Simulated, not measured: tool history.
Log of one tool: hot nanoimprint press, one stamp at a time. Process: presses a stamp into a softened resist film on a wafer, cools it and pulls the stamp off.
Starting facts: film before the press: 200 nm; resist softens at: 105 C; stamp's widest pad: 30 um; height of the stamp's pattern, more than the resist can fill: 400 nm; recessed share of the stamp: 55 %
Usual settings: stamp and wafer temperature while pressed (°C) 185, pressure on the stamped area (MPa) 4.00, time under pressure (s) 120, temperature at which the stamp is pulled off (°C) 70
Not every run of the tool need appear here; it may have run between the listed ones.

run	day	stamp and wafer temperature while pressed (°C)	pressure on the stamped area (MPa)	time under pressure (s)	temperature at which the stamp is pulled off (°C)	resist left under the stamp's widest pad (angstrom)	greatest force while the stamp is pulled off (N)
1	0.000	185	4.00	120	70	1121	234
2	0.538	185	6.27	120	70	930	236
3	1.196	185	4.00	115	70	1135	240
4	1.546	185	4.00	115	70	1138	243
5	1.958	185	4.18	115	70	1124	246
6	2.662	185	4.00	120	70	1125	251
7	3.308	185	4.00	120	70	1123	251
# day 4.200: stamp cleaned and given a new release coat
8	4.275	185	4.00	120	70	1127	229
9	4.675	179	2.51	63	62	1677	261
10	4.975	179	3.77	63	62	1547	261
11	5.588	183	3.77	105	62	1265	265
12	6.250	183	3.77	105	62	1261	268
13	6.575	183	3.77	105	62	1263	269
14	7.158	194	4.56	79	70	995	246
15	7.458	187	4.00	120	70	1076	245
16	8.008	180	2.50	75	61	1611	283

Alternative continuations, all from the tool just after run 16; predict every row:
A	8.717	180	6.20	143	56	?	?
B	8.717	175	6.26	120	70	?	?
C	8.717	180	4.02	75	61	?	?
D	8.717	180	2.50	75	62	?	?

run	resist left under the stamp's widest pad (angstrom)	greatest force while the stamp is pulled off (N)
A	1029	300
B	1247	250
C	1444	281
D	1623	280
Had the tool no hidden state, the same runs would have come out as:
run	resist left under the stamp's widest pad (angstrom)	greatest force while the stamp is pulled off (N)
A	1012	275
B	1229	228
C	1430	257
D	1612	256
